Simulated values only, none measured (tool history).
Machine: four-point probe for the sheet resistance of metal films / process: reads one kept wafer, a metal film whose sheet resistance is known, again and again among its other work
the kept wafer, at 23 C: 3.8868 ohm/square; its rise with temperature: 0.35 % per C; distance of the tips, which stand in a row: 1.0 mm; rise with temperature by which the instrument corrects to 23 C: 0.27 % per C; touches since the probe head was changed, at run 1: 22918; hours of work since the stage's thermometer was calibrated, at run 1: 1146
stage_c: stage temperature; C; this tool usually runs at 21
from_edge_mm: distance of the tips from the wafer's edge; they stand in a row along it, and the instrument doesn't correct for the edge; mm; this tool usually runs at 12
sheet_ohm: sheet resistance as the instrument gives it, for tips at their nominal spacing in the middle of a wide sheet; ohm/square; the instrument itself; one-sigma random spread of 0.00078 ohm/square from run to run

run   hour  stage_c  from_edge_mm  touches since the probe head was changed  hours of work since the stage's thermometer was calibrated  sheet_ohm
  1      0       21            12                                     22918                                                        1146   3.890381
  2   24.5       21            12                                     23551                                                        1159   3.890568
  3   46.9       21            12                                     24132                                                        1170   3.891568
  4   72.6       21            12                                     24796                                                        1184   3.889678
  5   96.8       18            12                                     25422                                                        1196   3.880251
  6    116       18            12                                     25918                                                        1206   3.880305
  7  140.7       21            61                                     26556                                                        1219   3.876314
  8  156.1       21            61                                     26956                                                        1227   3.875688
  9  179.7       21             7                                     27567                                                        1240    3.91793
 10  198.4       21             7                                     28050                                                        1249   3.918671
 11  221.8       21            12                                     28655                                                        1262   3.891065
 12  239.9       21            12                                     29124                                                        1271   3.889806
 13  267.2       21            12                                     29829                                                        1285   3.891377
 14  302.9       34            12                                     30752                                                        1304   3.928471
 15    322       21             7                                     31246                                                        1314   3.917783
 16  353.6       21            12                                     32063                                                        1330   3.889695
 17  389.2       21            12                                     32985                                                        1349   3.889788
 18  411.1       27             4                                     33551                                                        1360    4.01881
 19  429.1       31            12                                     34015                                                        1370   3.920821
 20  457.6       27            11                                     34754                                                        1384    3.91062
 21  476.8       27            11                                     35250                                                        1394   3.912084
 22  510.1       30             3                                     36112                                                        1412   4.121393
 23  546.4       30             3                                     37050                                                        1431   4.120312
 24  582.9       30             3                                     37995                                                        1450   4.122385
 25  606.5       31             3                                     38605                                                        1462   4.125443
 26  628.8       31             3                                     39180                                                        1474   4.122992
 27    666       32            31                                     40143                                                        1493   3.910319
 28  700.7       32            31                                     41040                                                        1511    3.90992
 29  729.4       32            31                                     41783                                                        1526   3.909614
 30  761.3       32            31                                     42608                                                        1543   3.908925
 31  779.2       19            12                                     43071                                                        1552   3.882136
 32  805.2       19             3                                     43744                                                        1566   4.086356
 33  834.2       19             3                                     44493                                                        1581   4.086903

5 options for the next run, each taken on its own from the tool as it stands now. Forecast them:
  A  869.2       35             6                                     45400                                                        1599          ?
  B  869.2       28             8                                     45400                                                        1599          ?
  C  869.2       27            12                                     45400                                                        1599          ?
  D  869.2       21            14                                     45400                                                        1599          ?
  E  869.2       22             8                                     45400                                                        1599          ?

run  sheet_ohm
  A   3.974051
  B   3.928568
  C   3.908398
  D   3.886642
  E   3.911253
What these runs would have given with no unlogged condition in the tool:
run  sheet_ohm
  A   3.980008
  B   3.934365
  C   3.914154
  D    3.89228
  E   3.916938
